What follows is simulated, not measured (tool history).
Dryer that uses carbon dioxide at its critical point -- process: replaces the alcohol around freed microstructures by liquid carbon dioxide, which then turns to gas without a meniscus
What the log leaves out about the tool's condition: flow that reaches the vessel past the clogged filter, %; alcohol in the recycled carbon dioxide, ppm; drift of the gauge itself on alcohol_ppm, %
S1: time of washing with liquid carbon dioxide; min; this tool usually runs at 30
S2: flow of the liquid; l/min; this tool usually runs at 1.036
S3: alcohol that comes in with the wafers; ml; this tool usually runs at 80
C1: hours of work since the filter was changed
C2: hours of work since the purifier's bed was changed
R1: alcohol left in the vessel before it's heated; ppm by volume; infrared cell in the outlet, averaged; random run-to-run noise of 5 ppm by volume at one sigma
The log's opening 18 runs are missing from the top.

run	hour	S1	S2	S3	C1	C2	R1
19	168.1	30	0.9	80	75	181	96
20	176.5	30	0.9	80	80	185	88
21	187.4	30	0.9	80	85	191	97
22	197	34	1.036	80	90	195	51
23	202.4	34	1.036	80	92	198	52
24	214.2	34	1.036	80	98	204	58
25	219.7	34	1.036	80	101	206	57
26	227	40	1.13	76	104	210	48
27	233.7	40	1.13	76	107	213	52
28	239.7	31	1.69	43	110	216	55
29	244.9	20	1.69	43	113	219	64
30	257.2	20	1.69	43	119	225	64
31	269.5	20	1.69	43	125	231	65
32	280.7	30	0.63	80	130	236	423
33	287	30	1.036	88	134	239	85
34	297.1	48	1.036	33	139	244	65
35	307.2	19	0.63	54	143	249	1160
36	313	28	1.67	37	146	252	67
37	318.6	28	1.67	37	149	255	63

Run 38 is up next; what results do you expect?
38	327.8	28	1.26	35	154	259	?

Run 38 measured R1 72 ppm by volume.
With no hidden state in the tool, this same run would have given R1 10 ppm by volume.
